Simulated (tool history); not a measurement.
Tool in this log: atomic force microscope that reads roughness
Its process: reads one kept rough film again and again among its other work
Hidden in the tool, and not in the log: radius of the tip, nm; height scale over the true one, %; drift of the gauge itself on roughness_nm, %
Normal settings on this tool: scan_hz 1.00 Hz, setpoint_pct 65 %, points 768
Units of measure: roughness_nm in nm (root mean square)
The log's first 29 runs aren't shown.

| run | hour | scan_hz | setpoint_pct | points | pictures with this tip | hours of work since the height scale was calibrated | roughness_nm |
|---|---|---|---|---|---|---|---|
| 30 | 1780.1 | 0.97 | 85 | 475 | 102 | 1010 | 2.079 |
| 31 | 1821.0 | 0.54 | 62 | 631 | 199 | 1039 | 1.908 |
|  | 1840.6 | new tip fitted |
| 32 | 1904.3 | 3.01 | 62 | 590 | 151 | 1097 | 1.954 |
|  | 1940.3 | new tip fitted |
| 33 | 1953.9 | 3.01 | 62 | 590 | 32 | 1131 | 2.530 |
| 34 | 2005.9 | 0.56 | 76 | 590 | 156 | 1168 | 2.064 |
|  | 2041.7 | new tip fitted |
| 35 | 2082.6 | 1.00 | 64 | 275 | 97 | 1221 | 2.231 |
| 36 | 2120.4 | 1.08 | 70 | 305 | 187 | 1248 | 1.867 |
|  | 2142.5 | new tip fitted |
| 37 | 2181.6 | 1.08 | 70 | 305 | 93 | 1290 | 2.244 |
| 38 | 2217.3 | 1.00 | 58 | 614 | 178 | 1315 | 1.987 |
|  | 2243.9 | new tip fitted |
| 39 | 2302.8 | 0.75 | 65 | 768 | 140 | 1375 | 2.166 |
|  | 2349.3 | new tip fitted |
| 40 | 2353.8 | 0.75 | 81 | 1001 | 10 | 1410 | 2.734 |
| 41 | 2417.2 | 1.78 | 81 | 385 | 161 | 1455 | 1.833 |
|  | 2449.6 | new tip fitted |
| 42 | 2490.4 | 2.47 | 80 | 768 | 97 | 1506 | 1.980 |
| 43 | 2537.4 | 0.56 | 64 | 308 | 209 | 1539 | 1.860 |
|  | 2549.2 | new tip fitted |
| 44 | 2615.5 | 1.09 | 64 | 952 | 158 | 1593 | 2.067 |
|  | 2648.4 | new tip fitted |
| 45 | 2684.3 | 1.00 | 82 | 294 | 85 | 1641 | 2.227 |
| 46 | 2720.7 | 0.78 | 65 | 374 | 172 | 1667 | 1.986 |
|  | 2748.9 | new tip fitted |
| 47 | 2768.4 | 0.78 | 65 | 398 | 46 | 1700 | 2.581 |
| 48 | 2809.4 | 2.20 | 65 | 499 | 144 | 1729 | 2.058 |
|  | 2848.5 | new tip fitted |
| 49 | 2863.4 | 3.40 | 87 | 373 | 36 | 1766 | 1.959 |
| 50 | 2938.8 | 3.40 | 87 | 373 | 215 | 1819 | 1.380 |

Each row is a separate what-if for the run after 50, all from the same tool condition, not one after another. Results?
|  | 2947.1 | new tip fitted |
| A | 2978.6 | 1.07 | 87 | 810 | 75 | 1847 | ? |
|  | 2947.1 | new tip fitted |
| B | 2978.6 | 1.00 | 65 | 425 | 75 | 1847 | ? |
|  | 2947.1 | new tip fitted |
| C | 2978.6 | 2.33 | 84 | 370 | 75 | 1847 | ? |

| run | roughness_nm |
|---|---|
| A | 2.191 |
| B | 2.350 |
| C | 1.944 |
With the hidden condition removed and each run's random variation left untouched, the same runs would have given:
| run | roughness_nm |
|---|---|
| A | 2.714 |
| B | 2.911 |
| C | 2.410 |
